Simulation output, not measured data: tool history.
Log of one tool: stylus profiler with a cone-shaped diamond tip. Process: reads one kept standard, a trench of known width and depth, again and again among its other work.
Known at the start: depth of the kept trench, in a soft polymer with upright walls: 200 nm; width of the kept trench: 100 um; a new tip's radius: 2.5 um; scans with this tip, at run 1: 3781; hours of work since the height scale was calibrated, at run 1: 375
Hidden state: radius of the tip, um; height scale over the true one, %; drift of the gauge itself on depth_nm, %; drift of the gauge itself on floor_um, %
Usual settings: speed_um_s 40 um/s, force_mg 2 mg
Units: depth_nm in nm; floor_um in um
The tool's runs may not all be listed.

| run | hour | speed_um_s | force_mg | scans with this tip | hours of work since the height scale was calibrated | depth_nm | floor_um |
|---|---|---|---|---|---|---|---|
| 1 | 0 | 40 | 2 | 3781 | 375 | 201.91 | 97.74 |
| 2 | 17.3 | 40 | 2 | 3901 | 387 | 201.84 | 97.67 |
| 3 | 27.8 | 40 | 2 | 3974 | 394 | 201.69 | 97.68 |
| 4 | 49.8 | 32 | 2 | 4128 | 409 | 201.94 | 97.74 |
| 5 | 66 | 32 | 2 | 4240 | 420 | 201.85 | 97.71 |
| 6 | 82.2 | 40 | 2 | 4354 | 432 | 201.98 | 97.76 |
| 7 | 99.1 | 40 | 2 | 4471 | 443 | 201.89 | 97.67 |
| 8 | 115.3 | 40 | 2 | 4584 | 454 | 201.82 | 97.7 |
| 9 | 140.4 | 40 | 0.84 | 4759 | 472 | 201.23 | 97.56 |
| 10 | 164.7 | 40 | 0.84 | 4928 | 489 | 201.44 | 97.56 |
| 11 | 181.6 | 40 | 0.84 | 5046 | 500 | 201.22 | 97.59 |
| 12 | 193.7 | 23 | 3.46 | 5130 | 509 | 202.53 | 97.79 |
| 13 | 204.8 | 35 | 0.76 | 5208 | 516 | 201.17 | 97.63 |
| 14 | 229.7 | 35 | 0.76 | 5381 | 533 | 201.44 | 97.6 |
| 15 | 247.3 | 35 | 0.76 | 5503 | 546 | 201.36 | 97.6 |
|  | 249.4 | height scale calibrated on a step standard |
| 16 | 263.2 | 43 | 1.49 | 5611 | 10 | 201.9 | 97.63 |
| 17 | 280.1 | 67 | 1.81 | 5728 | 21 | 202.01 | 97.55 |
| 18 | 294.1 | 52 | 2 | 5826 | 31 | 202.12 | 97.6 |
| 19 | 309.8 | 52 | 2 | 5935 | 42 | 202.26 | 97.63 |
| 20 | 332.1 | 52 | 2 | 6091 | 57 | 202.35 | 97.67 |
| 21 | 346.5 | 52 | 2 | 6191 | 67 | 202.15 | 97.6 |
|  | 353.5 | height scale calibrated on a step standard, once more |
| 22 | 366.4 | 52 | 2 | 6326 | 9 | 201.48 | 97.59 |

3 ways to go on from here, each from the tool as it stands after run 22. What would each give?
| A | 378.9 | 78 | 3.06 | 6413 | 18 | ? | ? |
| B | 378.9 | 39 | 0.98 | 6413 | 18 | ? | ? |
| C | 378.9 | 56 | 0.7 | 6413 | 18 | ? | ? |

| run | depth_nm | floor_um |
|---|---|---|
| A | 202.05 | 97.56 |
| B | 201.1 | 97.54 |
| C | 200.86 | 97.4 |
Without the tool's hidden state the same runs would have given:
| run | depth_nm | floor_um |
|---|---|---|
| A | 202.02 | 97.83 |
| B | 201.06 | 97.82 |
| C | 200.82 | 97.68 |
